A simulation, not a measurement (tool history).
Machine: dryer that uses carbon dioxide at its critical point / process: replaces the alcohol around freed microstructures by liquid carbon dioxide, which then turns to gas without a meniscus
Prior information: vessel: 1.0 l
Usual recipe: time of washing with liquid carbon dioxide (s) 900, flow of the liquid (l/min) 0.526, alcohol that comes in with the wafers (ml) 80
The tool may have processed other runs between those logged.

run    hour  time of washing with liquid carbon dioxide (s)  flow of the liquid (l/min)  alcohol that comes in with the wafers (ml)  alcohol left in the vessel before it's heated (ppm by volume)
  1     0.0                                             900                       0.526                                          80                                                            198
  2    48.5                                             900                       0.526                                          80                                                            198
  3   103.3                                            1380                       0.526                                          80                                                            143
  4   163.0                                            1380                       0.526                                          80                                                            152
  5   209.3                                            1380                       0.526                                          80                                                            155
  6   263.7                                            1380                       0.526                                          80                                                            171
  7   329.0                                            1380                       0.526                                          80                                                            175
  8   383.8                                             900                       0.526                                          80                                                            311
  9   415.2                                             900                       0.526                                          80                                                            324
 10   455.9                                             900                       0.526                                          80                                                            339
 11   487.2                                             900                       0.526                                          80                                                            338
      539.3  -- purifier's bed changed
 12   558.5                                             900                       0.526                                          80                                                            165
 13   609.1                                             900                       0.526                                          80                                                            192
      663.3  -- inlet filter changed
 14   678.8                                             900                       0.526                                          80                                                             96
 15   725.7                                             900                       0.526                                         115                                                            145
 16   761.4                                             900                       0.526                                         115                                                            148
 17   820.5                                             900                       0.526                                         115                                                            169
 18   872.4                                             900                       0.526                                          80                                                            152
 19   934.5                                             900                       0.526                                          80                                                            164
 20  1003.8                                             900                       0.526                                          29                                                             97
 21  1050.5                                             840                       0.561                                          30                                                            119
 22  1102.6                                             900                       0.526                                          93                                                            236
 23  1139.1                                             600                       0.526                                         100                                                           1549
 24  1179.3                                             600                       0.526                                         100                                                           1619
 25  1223.6                                             720                       0.884                                         108                                                            124
 26  1286.1                                            1320                       0.494                                          22                                                            125
     1338.6  -- inlet filter changed
 27  1353.5                                            1320                       0.494                                          22                                                            117
 28  1383.3                                            1200                       0.526                                          29                                                            127
 29  1415.5                                            1200                       0.526                                          29                                                            115
 30  1454.1                                            1080                       0.837                                          27                                                            150
 31  1516.6                                            1080                       0.837                                          27                                                            143
 32  1548.7                                            1380                       0.396                                          27                                                            165
 33  1611.0                                            1380                       0.396                                          27                                                            172
 34  1676.6                                             660                       0.881                                          24                                                            170
 35  1743.1                                             660                       0.881                                          24                                                            175
 36  1773.7                                             840                       0.881                                          23                                                            186
 37  1825.7                                             840                       0.881                                          23                                                            192

What if the next run were any one of these 4? Each begins from the tool's condition after run 37:
  A  1855.0                                             600                       0.401                                          41                                                              ?
  B  1855.0                                             600                       0.503                                          80                                                              ?
  C  1855.0                                             720                       0.526                                          80                                                              ?
  D  1855.0                                             600                       0.479                                          80                                                              ?

run  alcohol left in the vessel before it's heated (ppm by volume)
  A                                                           1898
  B                                                           1642
  C                                                            713
  D                                                           1899
Take away the tool's hidden state, keep each run's random variation, and the runs would have read:
run  alcohol left in the vessel before it's heated (ppm by volume)
  A                                                           1157
  B                                                            891
  C                                                            289
  D                                                           1076
